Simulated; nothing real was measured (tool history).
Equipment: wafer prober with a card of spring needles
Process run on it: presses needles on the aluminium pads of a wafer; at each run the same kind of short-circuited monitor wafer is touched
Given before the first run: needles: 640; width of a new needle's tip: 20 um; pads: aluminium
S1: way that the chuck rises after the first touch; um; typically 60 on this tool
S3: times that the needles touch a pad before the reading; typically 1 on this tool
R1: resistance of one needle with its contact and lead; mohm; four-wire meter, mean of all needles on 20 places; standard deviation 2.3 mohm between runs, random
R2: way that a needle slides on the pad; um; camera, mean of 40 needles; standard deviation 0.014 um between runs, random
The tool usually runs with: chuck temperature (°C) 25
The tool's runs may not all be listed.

Run 1, hour 0.0: usual settings. Result: R1 476 mohm, R2 15.54 um.
At hour 15.4: tips cleaned on abrasive film.
Run 2, hour 29.7: usual settings. Result: R1 783 mohm, R2 15.53 um.
At hour 33.8: tips cleaned on abrasive film.
At hour 51.4: tips cleaned on abrasive film.
At hour 69.3: tips cleaned on abrasive film.
Run 3, hour 78.4: usual settings. Result: R1 787 mohm, R2 15.46 um.
At hour 86.5: tips cleaned on abrasive film.
At hour 106.0: tips cleaned on abrasive film.
At hour 122.5: tips cleaned on abrasive film.
Run 4, hour 122.5: usual settings. Result: R1 306 mohm, R2 15.42 um.
At hour 142.6: tips cleaned on abrasive film.
At hour 161.1: tips cleaned on abrasive film.
Run 5, hour 168.9: usual settings. Result: R1 794 mohm, R2 15.41 um.
At hour 180.9: tips cleaned on abrasive film.
At hour 201.1: tips cleaned on abrasive film.
At hour 219.7: tips cleaned on abrasive film.
Run 6, hour 219.7: usual settings. Result: R1 289 mohm, R2 15.35 um.
At hour 232.1: height of the first contact set anew.
At hour 240.2: tips cleaned on abrasive film.
Run 7, hour 254.0: usual settings. Result: R1 784 mohm, R2 15.57 um.
At hour 258.1: tips cleaned on abrasive film.
At hour 276.9: tips cleaned on abrasive film.
At hour 295.5: tips cleaned on abrasive film.
At hour 314.3: tips cleaned on abrasive film.
Run 8, hour 317.7: usual settings. Result: R1 642 mohm, R2 15.48 um.
At hour 333.2: tips cleaned on abrasive film.
At hour 349.3: tips cleaned on abrasive film.
At hour 368.2: tips cleaned on abrasive film.
At hour 384.6: tips cleaned on abrasive film.
Run 9, hour 384.6: usual settings but S3 3. Result: R1 276 mohm, R2 15.43 um.
At hour 400.7: tips cleaned on abrasive film.
Run 10, hour 413.6: usual settings but S3 3. Result: R1 456 mohm, R2 15.41 um.
At hour 417.7: tips cleaned on abrasive film.
At hour 437.7: tips cleaned on abrasive film.
At hour 456.7: tips cleaned on abrasive film.
Run 11, hour 469.3: usual settings but S3 3. Result: R1 460 mohm, R2 15.34 um.
At hour 476.2: tips cleaned on abrasive film.
At hour 496.2: tips cleaned on abrasive film.
At hour 502.9: height of the first contact set anew.
At hour 515.0: tips cleaned on abrasive film.
Run 12, hour 515.9: usual settings but S3 3. Result: R1 315 mohm, R2 15.54 um.
At hour 534.7: tips cleaned on abrasive film.
At hour 553.6: tips cleaned on abrasive film.
Run 13, hour 558.8: usual settings but S3 2. Result: R1 569 mohm, R2 15.53 um.
At hour 569.9: tips cleaned on abrasive film.
At hour 588.5: tips cleaned on abrasive film.
Run 14, hour 590.4: usual settings. Result: R1 566 mohm, R2 15.49 um.
At hour 605.2: tips cleaned on abrasive film.
At hour 624.4: tips cleaned on abrasive film.
At hour 641.5: tips cleaned on abrasive film.
Run 15, hour 650.6: usual settings but chuck temperature (°C) 45. Result: R1 803 mohm, R2 15.47 um.
At hour 658.7: tips cleaned on abrasive film.
At hour 678.1: tips cleaned on abrasive film.
At hour 697.7: tips cleaned on abrasive film.
Run 16, hour 698.3: usual settings but chuck temperature (°C) 45. Result: R1 420 mohm, R2 15.39 um.
At hour 716.5: tips cleaned on abrasive film.
At hour 736.6: tips cleaned on abrasive film.
At hour 754.2: tips cleaned on abrasive film.
Run 17, hour 764.4: usual settings but chuck temperature (°C) 45. Result: R1 799 mohm, R2 15.36 um.
At hour 772.5: tips cleaned on abrasive film.
At hour 772.8: height of the first contact set anew.
At hour 791.6: tips cleaned on abrasive film.
Run 18, hour 794.7: usual settings but chuck temperature (°C) 100. Result: R1 651 mohm, R2 15.54 um.
At hour 809.9: tips cleaned on abrasive film.
At hour 828.7: tips cleaned on abrasive film.
At hour 848.0: tips cleaned on abrasive film.
Run 19, hour 861.8: usual settings but S1 62 um, chuck temperature (°C) 67, S3 3. Result: R1 450 mohm, R2 16.01 um.
At hour 865.4: tips cleaned on abrasive film.
At hour 884.6: tips cleaned on abrasive film.
Run 20, hour 896.1: usual settings but S1 47 um, chuck temperature (°C) 88, S3 2. Result: R1 774 mohm, R2 12.11 um.
At hour 903.0: tips cleaned on abrasive film.
At hour 923.1: tips cleaned on abrasive film.
At hour 940.4: tips cleaned on abrasive film.
Run 21, hour 940.4: usual settings but S1 61 um, chuck temperature (°C) 124, S3 2. Result: R1 327 mohm, R2 15.68 um.
At hour 959.2: tips cleaned on abrasive film.
At hour 978.4: tips cleaned on abrasive film.
Run 22, hour 989.7: usual settings but S1 68 um, chuck temperature (°C) 53. Result: R1 701 mohm, R2 17.50 um.
At hour 996.4: tips cleaned on abrasive film.
At hour 1016.3: tips cleaned on abrasive film.
At hour 1035.9: tips cleaned on abrasive film.
Run 23, hour 1039.9: usual settings but S1 68 um, chuck temperature (°C) 53. Result: R1 611 mohm, R2 17.42 um.
At hour 1044.0: height of the first contact set anew.
At hour 1056.2: tips cleaned on abrasive film.
At hour 1075.2: tips cleaned on abrasive film.
At hour 1094.1: tips cleaned on abrasive film.
Run 24, hour 1098.5: usual settings but chuck temperature (°C) 33. Result: R1 674 mohm, R2 15.53 um.
At hour 1114.0: tips cleaned on abrasive film.
At hour 1131.6: tips cleaned on abrasive film.
At hour 1150.3: tips cleaned on abrasive film.
Run 25, hour 1150.3: usual settings but S1 43 um, chuck temperature (°C) 53. Result: R1 405 mohm, R2 11.07 um.
At hour 1169.6: tips cleaned on abrasive film.
At hour 1187.4: tips cleaned on abrasive film.
Run 26, hour 1187.4: usual settings but S1 43 um, chuck temperature (°C) 53. Result: R1 347 mohm, R2 11.04 um.
At hour 1207.2: tips cleaned on abrasive film.
At hour 1225.5: tips cleaned on abrasive film.
Run 27, hour 1228.5: usual settings but chuck temperature (°C) 59, S3 2. Result: R1 527 mohm, R2 15.40 um.
At hour 1243.9: tips cleaned on abrasive film.
At hour 1263.8: tips cleaned on abrasive film.
At hour 1283.7: tips cleaned on abrasive film.
Run 28, hour 1292.4: usual settings but S1 77 um, chuck temperature (°C) 26, S3 2. Result: R1 473 mohm, R2 19.78 um.
At hour 1300.6: tips cleaned on abrasive film.
At hour 1316.9: height of the first contact set anew.
At hour 1321.0: tips cleaned on abrasive film.
At hour 1337.7: tips cleaned on abrasive film.
Run 29, hour 1349.7: usual settings but S1 77 um, chuck temperature (°C) 84. Result: R1 596 mohm, R2 19.99 um.

Branching from run 29: 3 alternative next runs. What would each branch give?
At hour 1356.9: tips cleaned on abrasive film.
At hour 1375.8: tips cleaned on abrasive film.
At hour 1394.0: tips cleaned on abrasive film.
Run A, hour 1394.9: usual settings but S1 77 um, chuck temperature (°C) 34, S3 3. Result: R1 ?, R2 ?.
At hour 1356.9: tips cleaned on abrasive film.
At hour 1375.8: tips cleaned on abrasive film.
At hour 1394.0: tips cleaned on abrasive film.
Run B, hour 1394.9: usual settings but chuck temperature (°C) 57. Result: R1 ?, R2 ?.
At hour 1356.9: tips cleaned on abrasive film.
At hour 1375.8: tips cleaned on abrasive film.
At hour 1394.0: tips cleaned on abrasive film.
Run C, hour 1394.9: usual settings but S1 53 um, chuck temperature (°C) 84. Result: R1 ?, R2 ?.

run   R1     R2
  A  305  19.88
  B  484  15.49
  C  546  13.67
Without the tool's hidden state the same runs would have given:
run   R1     R2
  A  252  19.96
  B  266  15.57
  C  279  13.76
